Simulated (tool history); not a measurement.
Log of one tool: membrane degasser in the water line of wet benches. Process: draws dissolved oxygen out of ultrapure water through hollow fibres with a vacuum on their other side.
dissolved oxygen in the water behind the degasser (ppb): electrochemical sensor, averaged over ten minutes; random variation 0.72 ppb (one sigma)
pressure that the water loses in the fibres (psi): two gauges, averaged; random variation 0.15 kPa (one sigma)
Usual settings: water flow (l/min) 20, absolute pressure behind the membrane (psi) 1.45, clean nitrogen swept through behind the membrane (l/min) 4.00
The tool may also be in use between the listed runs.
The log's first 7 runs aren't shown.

run	hour	water flow (l/min)	absolute pressure behind the membrane (psi)	clean nitrogen swept through behind the membrane (l/min)	hours since the membrane was changed	hours since the vacuum gauge was calibrated	hours since the vacuum lines were made tight	dissolved oxygen in the water behind the degasser (ppb)	pressure that the water loses in the fibres (psi)
8	334.0	20	1.45	6.65	2229	4656	4079	76.1	6.827
9	392.4	20	1.45	4.00	2288	4715	4137	111.1	6.827
10	432.5	20	1.45	4.00	2328	4755	4177	110.7	6.821
11	474.0	20	1.45	1.67	2369	4796	4219	222.1	6.841
12	544.3	20	1.45	4.00	2440	4866	4289	110.2	6.840
13	602.4	20	1.45	4.00	2498	4925	4347	111.7	6.846
# hour 656.1: seals of the vacuum lines changed
14	667.0	20	1.45	4.00	2560	4987	11	107.3	6.824
15	702.2	20	1.45	4.00	2595	5022	46	108.8	6.827
16	736.2	20	1.45	4.00	2630	5056	80	107.9	6.818
17	774.6	20	1.45	4.00	2668	5095	118	109.0	6.811
18	840.4	13	1.12	10.73	2734	5161	184	18.8	4.437

Forecast run 19:
19	883.6	19	1.12	4.26	2777	5204	227	?	?

Run 19 gave dissolved oxygen in the water behind the degasser (ppb) 71.3, pressure that the water loses in the fibres (psi) 6.496.
Without the tool's hidden state the same run would have given dissolved oxygen in the water behind the degasser (ppb) 65.2, pressure that the water loses in the fibres (psi) 6.383.
